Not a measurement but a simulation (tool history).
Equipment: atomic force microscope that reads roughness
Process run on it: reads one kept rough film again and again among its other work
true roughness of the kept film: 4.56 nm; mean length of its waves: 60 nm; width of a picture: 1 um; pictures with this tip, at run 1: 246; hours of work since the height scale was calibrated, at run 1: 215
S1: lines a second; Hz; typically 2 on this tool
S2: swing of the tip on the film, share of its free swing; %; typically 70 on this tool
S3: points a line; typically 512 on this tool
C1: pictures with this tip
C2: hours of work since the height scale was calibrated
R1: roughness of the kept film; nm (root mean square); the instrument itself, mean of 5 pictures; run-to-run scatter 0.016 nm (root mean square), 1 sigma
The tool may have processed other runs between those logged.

run	hour	S1	S2	S3	C1	C2	R1
1	0	2	70	512	246	215	3.858
2	25.8	2	70	400	275	228	3.861
3	41.8	2	70	400	292	235	3.865
4	64.5	1.34	70	512	318	246	4.054
5	77.5	1.34	70	361	332	252	3.995
6	93.8	1.34	70	361	350	260	3.994
7	114.2	1.34	70	361	372	270	4.033
# hour 138.4: new tip fitted
8	140.1	0.62	70	512	1	282	4.195
9	157.1	0.62	70	512	20	290	4.194
10	171.6	0.62	70	512	36	297	4.2
11	187	0.62	70	512	53	305	4.203
12	203.8	0.62	70	512	72	313	4.182
13	226.6	3.95	56	512	97	324	3.98
14	239.6	3.95	56	512	111	330	3.945
15	267.6	3.95	56	512	142	343	3.973
16	280.7	3.95	56	628	157	349	3.956

Run 17 has not been measured yet. What should we expect?
17	299.2	0.59	70	923	177	358	?

R1: 4.184 nm (root mean square)
Had the tool carried no hidden state, the very same run would have given R1 4.19 nm (root mean square).

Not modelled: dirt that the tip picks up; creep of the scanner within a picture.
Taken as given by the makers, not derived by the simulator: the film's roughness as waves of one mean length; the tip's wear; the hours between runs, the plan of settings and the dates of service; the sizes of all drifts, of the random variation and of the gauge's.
